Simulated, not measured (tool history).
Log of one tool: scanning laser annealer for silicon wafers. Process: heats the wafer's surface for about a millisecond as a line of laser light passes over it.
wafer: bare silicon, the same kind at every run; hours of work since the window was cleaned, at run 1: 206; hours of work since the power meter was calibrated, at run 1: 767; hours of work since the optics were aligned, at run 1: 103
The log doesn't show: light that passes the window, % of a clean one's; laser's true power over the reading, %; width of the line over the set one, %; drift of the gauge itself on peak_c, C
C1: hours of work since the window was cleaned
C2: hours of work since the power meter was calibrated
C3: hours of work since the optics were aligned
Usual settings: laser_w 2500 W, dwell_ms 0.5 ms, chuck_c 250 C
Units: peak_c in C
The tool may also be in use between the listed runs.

run 1 day=0 | laser_w=2500 dwell_ms=0.5 chuck_c=250 | C1=206 C2=767 C3=103 | peak_c=1037
run 2 day=1.446 | laser_w=2500 dwell_ms=0.5 chuck_c=250 | C1=231 C2=792 C3=129 | peak_c=1038
run 3 day=2.325 | laser_w=2500 dwell_ms=0.5 chuck_c=250 | C1=247 C2=808 C3=144 | peak_c=1035
run 4 day=3.4 | laser_w=2500 dwell_ms=0.5 chuck_c=250 | C1=266 C2=827 C3=163 | peak_c=1038
run 5 day=4.671 | laser_w=2500 dwell_ms=0.5 chuck_c=250 | C1=288 C2=849 C3=185 | peak_c=1034
run 6 day=5.912 | laser_w=2500 dwell_ms=0.5 chuck_c=269 | C1=310 C2=871 C3=207 | peak_c=1053
run 7 day=7.204 | laser_w=2500 dwell_ms=0.361 chuck_c=250 | C1=333 C2=894 C3=230 | peak_c=911
run 8 day=7.854 | laser_w=2500 dwell_ms=0.361 chuck_c=250 | C1=344 C2=905 C3=241 | peak_c=910
run 9 day=8.588 | laser_w=2500 dwell_ms=0.361 chuck_c=250 | C1=357 C2=918 C3=254 | peak_c=912
run 10 day=9.408 | laser_w=2500 dwell_ms=0.361 chuck_c=250 | C1=371 C2=932 C3=269 | peak_c=909
run 11 day=10.538 | laser_w=2500 dwell_ms=0.539 chuck_c=250 | C1=391 C2=952 C3=288 | peak_c=1065
run 12 day=11.446 | laser_w=2500 dwell_ms=0.539 chuck_c=250 | C1=407 C2=968 C3=304 | peak_c=1061
run 13 day=12.212 | laser_w=2644 dwell_ms=0.551 chuck_c=250 | C1=421 C2=981 C3=318 | peak_c=1113
run 14 day=13.388 | laser_w=2500 dwell_ms=0.386 chuck_c=249 | C1=441 C2=1002 C3=339 | peak_c=930
run 15 day=14.5 | laser_w=2500 dwell_ms=0.386 chuck_c=249 | C1=461 C2=1022 C3=358 | peak_c=931
run 16 day=15.267 | laser_w=2500 dwell_ms=0.517 chuck_c=245 | C1=474 C2=1035 C3=372 | peak_c=1033
run 17 day=15.917 | laser_w=2679 dwell_ms=0.5 chuck_c=273 | C1=486 C2=1047 C3=383 | peak_c=1103
run 18 day=16.817 | laser_w=2218 dwell_ms=0.351 chuck_c=250 | C1=502 C2=1062 C3=399 | peak_c=825
run 19 day=17.783 | laser_w=2218 dwell_ms=0.462 chuck_c=264 | C1=519 C2=1079 C3=416 | peak_c=927
run 20 day=19.017 | laser_w=2347 dwell_ms=0.462 chuck_c=270 | C1=540 C2=1101 C3=437 | peak_c=968
run 21 day=19.875 | laser_w=2605 dwell_ms=0.56 chuck_c=270 | C1=555 C2=1116 C3=452 | peak_c=1127

Forecast each of these 3 alternatives for the next run:
run A day=21.088 | laser_w=2500 dwell_ms=0.5 chuck_c=284 | C1=577 C2=1137 C3=474 | peak_c=?
run B day=21.088 | laser_w=2743 dwell_ms=0.366 chuck_c=279 | C1=577 C2=1137 C3=474 | peak_c=?
run C day=21.088 | laser_w=2605 dwell_ms=0.597 chuck_c=270 | C1=577 C2=1137 C3=474 | peak_c=?

run=A peak_c=1054
run=B peak_c=999
run=C peak_c=1153
Without the tool's hidden state the same runs would have given:
run=A peak_c=1080
run=B peak_c=1023
run=C peak_c=1182

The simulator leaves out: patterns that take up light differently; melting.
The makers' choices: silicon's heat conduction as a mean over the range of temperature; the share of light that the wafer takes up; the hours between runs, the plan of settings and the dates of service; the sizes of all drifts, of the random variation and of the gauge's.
